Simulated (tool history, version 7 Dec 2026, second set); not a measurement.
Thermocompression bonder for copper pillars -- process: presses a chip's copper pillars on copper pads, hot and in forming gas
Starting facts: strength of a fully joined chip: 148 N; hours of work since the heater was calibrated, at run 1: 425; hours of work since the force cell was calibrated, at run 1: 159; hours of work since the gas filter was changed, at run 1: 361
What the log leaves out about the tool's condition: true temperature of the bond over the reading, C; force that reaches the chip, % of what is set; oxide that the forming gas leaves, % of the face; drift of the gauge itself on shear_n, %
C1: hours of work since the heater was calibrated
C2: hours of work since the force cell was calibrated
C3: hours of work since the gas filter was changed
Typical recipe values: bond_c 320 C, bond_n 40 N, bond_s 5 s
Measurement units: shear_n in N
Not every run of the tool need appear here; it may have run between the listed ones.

Run 1, hour 0.0: usual settings; C1 425; C2 159; C3 361. Result: shear_n 68.4 N.
Run 2, hour 12.1: usual settings; C1 431; C2 165; C3 367. Result: shear_n 68.3 N.
Run 3, hour 22.8: usual settings; C1 436; C2 170; C3 372. Result: shear_n 67.5 N.
Run 4, hour 39.8: usual settings; C1 444; C2 178; C3 380. Result: shear_n 67.6 N.
Run 5, hour 54.5: usual settings; C1 451; C2 185; C3 387. Result: shear_n 67.3 N.
Run 6, hour 61.6: usual settings; C1 454; C2 188; C3 390. Result: shear_n 68.8 N.
Run 7, hour 71.9: usual settings but bond_c 297 C; C1 459; C2 193; C3 395. Result: shear_n 53.1 N.
Run 8, hour 81.7: usual settings but bond_c 297 C; C1 464; C2 197; C3 400. Result: shear_n 53.1 N.
Run 9, hour 95.8: usual settings but bond_c 297 C; C1 470; C2 204; C3 406. Result: shear_n 53.1 N.
Run 10, hour 111.9: usual settings but bond_n 24 N; C1 478; C2 211; C3 414. Result: shear_n 48.4 N.
Run 11, hour 123.8: usual settings but bond_s 14 s; C1 483; C2 217; C3 419. Result: shear_n 94.5 N.
Run 12, hour 138.5: usual settings but bond_s 14 s; C1 490; C2 224; C3 426. Result: shear_n 95.4 N.
At hour 146.6: forming gas filter changed.
Run 13, hour 155.3: usual settings but bond_s 14 s; C1 498; C2 232; C3 4. Result: shear_n 95.7 N.
Run 14, hour 166.9: usual settings but bond_s 14 s; C1 503; C2 237; C3 10. Result: shear_n 94.3 N.
Run 15, hour 179.7: usual settings but bond_s 14 s; C1 509; C2 243; C3 16. Result: shear_n 95.5 N.
Run 16, hour 196.3: usual settings but bond_s 14 s; C1 517; C2 251; C3 23. Result: shear_n 96.0 N.
Run 17, hour 213.2: usual settings but bond_n 56 N; C1 525; C2 259; C3 31. Result: shear_n 84.1 N.
Run 18, hour 221.3: usual settings but bond_n 56 N; C1 529; C2 262; C3 35. Result: shear_n 84.2 N.
Run 19, hour 232.5: usual settings but bond_n 56 N; C1 534; C2 268; C3 40. Result: shear_n 84.0 N.
Run 20, hour 246.3: usual settings; C1 541; C2 274; C3 47. Result: shear_n 68.6 N.
Run 21, hour 256.6: usual settings; C1 545; C2 279; C3 52. Result: shear_n 68.0 N.
Run 22, hour 266.4: usual settings; C1 550; C2 284; C3 56. Result: shear_n 68.4 N.
Run 23, hour 282.3: usual settings but bond_c 301 C, bond_n 53 N, bond_s 11 s; C1 557; C2 291; C3 64. Result: shear_n 87.6 N.
Run 24, hour 289.9: usual settings but bond_c 301 C, bond_n 53 N, bond_s 11 s; C1 561; C2 295; C3 67. Result: shear_n 88.4 N.
Run 25, hour 303.1: usual settings but bond_c 350 C, bond_n 48 N, bond_s 3 s; C1 567; C2 301; C3 73. Result: shear_n 82.8 N.
Run 26, hour 317.5: usual settings but bond_c 326 C; C1 574; C2 308; C3 80. Result: shear_n 72.3 N.
Run 27, hour 325.6: usual settings but bond_c 307 C, bond_n 59 N, bond_s 7 s; C1 578; C2 311; C3 84. Result: shear_n 84.6 N.
Run 28, hour 339.2: usual settings but bond_c 314 C, bond_n 45 N, bond_s 4 s; C1 584; C2 318; C3 90. Result: shear_n 63.4 N.
Run 29, hour 355.6: usual settings but bond_c 297 C, bond_n 44 N, bond_s 3 s; C1 592; C2 325; C3 98. Result: shear_n 46.3 N.
Run 30, hour 363.8: usual settings but bond_c 297 C, bond_n 44 N, bond_s 3 s; C1 596; C2 329; C3 102. Result: shear_n 46.6 N.
Run 31, hour 371.1: usual settings but bond_c 341 C, bond_n 44 N, bond_s 3 s; C1 599; C2 333; C3 105. Result: shear_n 74.3 N.
Run 32, hour 386.9: usual settings but bond_c 341 C, bond_n 44 N, bond_s 3 s; C1 606; C2 340; C3 113. Result: shear_n 74.0 N.
Run 33, hour 400.5: usual settings but bond_n 38 N, bond_s 7 s; C1 613; C2 346; C3 119. Result: shear_n 73.1 N.
Run 34, hour 417.1: usual settings but bond_n 38 N, bond_s 7 s; C1 621; C2 354; C3 127. Result: shear_n 74.9 N.
Run 35, hour 425.1: usual settings but bond_c 315 C, bond_s 6 s; C1 624; C2 358; C3 131. Result: shear_n 69.2 N.
Run 36, hour 441.5: usual settings but bond_c 315 C, bond_s 6 s; C1 632; C2 366; C3 138. Result: shear_n 69.4 N.
Run 37, hour 458.0: usual settings but bond_c 315 C, bond_n 53 N, bond_s 6 s; C1 640; C2 373; C3 146. Result: shear_n 82.1 N.
Run 38, hour 474.9: usual settings but bond_c 315 C, bond_n 53 N, bond_s 6 s; C1 648; C2 381; C3 154. Result: shear_n 81.5 N.
Run 39, hour 484.5: usual settings but bond_c 345 C, bond_n 48 N, bond_s 3 s; C1 652; C2 386; C3 158. Result: shear_n 79.7 N.
Run 40, hour 497.2: usual settings but bond_c 345 C, bond_n 48 N, bond_s 3 s; C1 658; C2 392; C3 164. Result: shear_n 80.2 N.

Hidden condition of the tool, last listed run before each entry between runs versus first listed run after:
Between runs 12 and 13: forming gas filter changed (hour 146.6)
  oxide that the forming gas leaves, % of the face: 0.87 -> 0.51

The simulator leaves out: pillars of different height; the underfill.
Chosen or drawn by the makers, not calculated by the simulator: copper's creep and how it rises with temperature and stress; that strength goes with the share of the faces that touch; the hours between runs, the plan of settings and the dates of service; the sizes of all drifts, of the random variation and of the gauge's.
